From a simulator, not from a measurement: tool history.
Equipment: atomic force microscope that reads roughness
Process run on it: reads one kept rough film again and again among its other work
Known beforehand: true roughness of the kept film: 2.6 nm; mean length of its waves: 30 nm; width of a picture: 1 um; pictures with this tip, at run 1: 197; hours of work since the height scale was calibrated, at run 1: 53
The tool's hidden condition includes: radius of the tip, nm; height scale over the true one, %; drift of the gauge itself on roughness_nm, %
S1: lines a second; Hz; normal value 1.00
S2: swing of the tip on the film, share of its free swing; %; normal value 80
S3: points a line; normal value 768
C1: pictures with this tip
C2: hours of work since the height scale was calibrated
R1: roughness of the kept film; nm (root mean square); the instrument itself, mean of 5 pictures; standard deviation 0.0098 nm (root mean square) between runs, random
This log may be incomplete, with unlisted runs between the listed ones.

run 1 hour=0.0 | S1=1.00 S2=80 S3=768 | C1=197 C2=53 | R1=2.209
run 2 hour=13.3 | S1=1.00 S2=84 S3=768 | C1=226 C2=63 | R1=2.177
-- hour=15.8 new tip fitted
run 3 hour=24.4 | S1=1.00 S2=82 S3=768 | C1=19 C2=71 | R1=2.217
run 4 hour=33.5 | S1=1.00 S2=82 S3=768 | C1=39 C2=78 | R1=2.208
run 5 hour=43.4 | S1=1.00 S2=82 S3=768 | C1=60 C2=85 | R1=2.220
run 6 hour=57.2 | S1=1.00 S2=82 S3=768 | C1=91 C2=95 | R1=2.214
run 7 hour=70.8 | S1=1.00 S2=82 S3=768 | C1=120 C2=106 | R1=2.205
run 8 hour=84.1 | S1=1.00 S2=82 S3=768 | C1=150 C2=116 | R1=2.196
run 9 hour=90.4 | S1=0.95 S2=80 S3=323 | C1=164 C2=120 | R1=2.234
run 10 hour=101.6 | S1=0.95 S2=80 S3=323 | C1=188 C2=129 | R1=2.201
run 11 hour=112.0 | S1=2.09 S2=68 S3=421 | C1=211 C2=137 | R1=2.221
-- hour=121.9 new tip fitted
run 12 hour=125.5 | S1=0.61 S2=90 S3=768 | C1=9 C2=146 | R1=2.225
run 13 hour=137.3 | S1=0.84 S2=90 S3=260 | C1=34 C2=155 | R1=2.142

How the hidden state differs across the entries between the runs, from the last listed run before each to the first after it:
Logged between run 2 and run 3: new tip fitted (hour 15.8)
  radius of the tip, nm: 7.2 -> 7
Logged between run 11 and run 12: new tip fitted (hour 121.9)
  radius of the tip, nm: 7.2 -> 7
